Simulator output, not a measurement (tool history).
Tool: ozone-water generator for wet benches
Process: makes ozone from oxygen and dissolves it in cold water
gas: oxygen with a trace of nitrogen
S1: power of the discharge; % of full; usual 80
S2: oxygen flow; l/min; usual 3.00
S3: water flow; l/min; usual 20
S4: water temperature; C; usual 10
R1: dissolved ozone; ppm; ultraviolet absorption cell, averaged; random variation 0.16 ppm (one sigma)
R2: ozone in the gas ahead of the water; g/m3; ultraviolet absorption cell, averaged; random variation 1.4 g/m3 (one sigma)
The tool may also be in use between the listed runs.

run,hour,S1,S2,S3,S4,R1,R2
1,0.0,80,3.00,20,10,19.8,254.8
2,15.0,80,3.00,20,10,19.7,255.7
3,34.1,80,3.00,20,10,20.1,254.0
4,64.5,80,3.00,20,10,20.0,252.8
5,92.9,80,2.90,20,10,19.6,254.1
6,108.6,80,2.90,20,10,19.4,255.3
7,137.1,80,2.46,20,10,18.2,270.8
8,157.3,61,3.00,20,10,17.5,219.3
9,175.2,61,3.00,20,10,17.4,219.1
10,191.0,80,4.79,20,10,23.5,214.8
11,220.7,51,2.08,20,10,13.7,224.9
12,247.1,51,2.08,20,10,13.5,224.0
13,267.9,64,2.90,16,5,22.8,224.6
14,281.0,93,2.75,13,10,31.4,278.0
15,300.3,93,2.75,13,10,31.3,275.5
16,329.6,45,1.62,22,7,10.3,228.5

5 ways to go on from here, each from the tool as it stands after run 16. What would each give?
A,359.6,80,3.00,17,7,?,?
B,359.6,45,1.62,17,7,?,?
C,359.6,41,1.62,15,7,?,?
D,359.6,52,3.00,20,8,?,?
E,359.6,48,1.62,13,7,?,?

run,R1,R2
A,24.2,248.7
B,13.4,226.3
C,14.9,216.9
D,16.4,196.4
E,18.9,233.6
Without the tool's hidden state the same runs would have given:
run,R1,R2
A,24.2,255.7
B,13.5,232.7
C,14.9,223.0
D,16.4,201.9
E,18.9,240.1

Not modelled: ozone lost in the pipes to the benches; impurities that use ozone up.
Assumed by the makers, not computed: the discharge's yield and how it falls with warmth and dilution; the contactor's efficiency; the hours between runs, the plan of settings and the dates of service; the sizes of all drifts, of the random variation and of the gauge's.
